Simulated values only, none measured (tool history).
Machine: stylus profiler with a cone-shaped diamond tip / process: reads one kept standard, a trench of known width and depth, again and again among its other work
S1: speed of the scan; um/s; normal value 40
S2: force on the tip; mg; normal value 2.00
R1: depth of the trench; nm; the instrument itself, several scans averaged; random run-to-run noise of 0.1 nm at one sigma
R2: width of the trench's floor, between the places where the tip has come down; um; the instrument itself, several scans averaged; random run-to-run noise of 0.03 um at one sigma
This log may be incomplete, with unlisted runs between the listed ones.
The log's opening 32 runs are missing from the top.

-- hour=735.8 height scale calibrated on a step standard, once more
run 33 hour=752.1 | S1=23 S2=1.41 | R1=201.22 R2=27.94
run 34 hour=784.7 | S1=32 S2=3.34 | R1=201.90 R2=27.95
run 35 hour=802.6 | S1=73 S2=0.73 | R1=200.69 R2=27.46
run 36 hour=817.2 | S1=73 S2=0.73 | R1=200.78 R2=27.53
run 37 hour=836.2 | S1=73 S2=0.73 | R1=200.40 R2=27.44
run 38 hour=861.4 | S1=51 S2=3.52 | R1=202.11 R2=27.88
run 39 hour=892.1 | S1=11 S2=2.95 | R1=201.63 R2=28.04
run 40 hour=922.3 | S1=11 S2=2.95 | R1=201.93 R2=28.04
run 41 hour=936.0 | S1=46 S2=0.83 | R1=200.72 R2=27.75
run 42 hour=949.5 | S1=62 S2=0.72 | R1=200.64 R2=27.56
run 43 hour=966.2 | S1=62 S2=0.72 | R1=200.55 R2=27.53
run 44 hour=980.7 | S1=40 S2=1.70 | R1=201.06 R2=27.83

Alternative continuations, all from the tool just after run 44; predict every row:
run A hour=1005.0 | S1=77 S2=3.55 | R1=? R2=?
run B hour=1005.0 | S1=74 S2=4.48 | R1=? R2=?
run C hour=1005.0 | S1=61 S2=3.16 | R1=? R2=?
run D hour=1005.0 | S1=140 S2=3.63 | R1=? R2=?
run E hour=1005.0 | S1=42 S2=0.71 | R1=? R2=?

run=A R1=201.94 R2=27.77
run=B R1=202.33 R2=27.82
run=C R1=201.99 R2=27.82
run=D R1=201.85 R2=27.53
run=E R1=200.70 R2=27.76
Stripped of hidden state, with their random variation kept, the same runs would have yielded:
run=A R1=202.09 R2=27.94
run=B R1=202.47 R2=27.99
run=C R1=202.14 R2=27.99
run=D R1=202.00 R2=27.70
run=E R1=200.85 R2=27.93

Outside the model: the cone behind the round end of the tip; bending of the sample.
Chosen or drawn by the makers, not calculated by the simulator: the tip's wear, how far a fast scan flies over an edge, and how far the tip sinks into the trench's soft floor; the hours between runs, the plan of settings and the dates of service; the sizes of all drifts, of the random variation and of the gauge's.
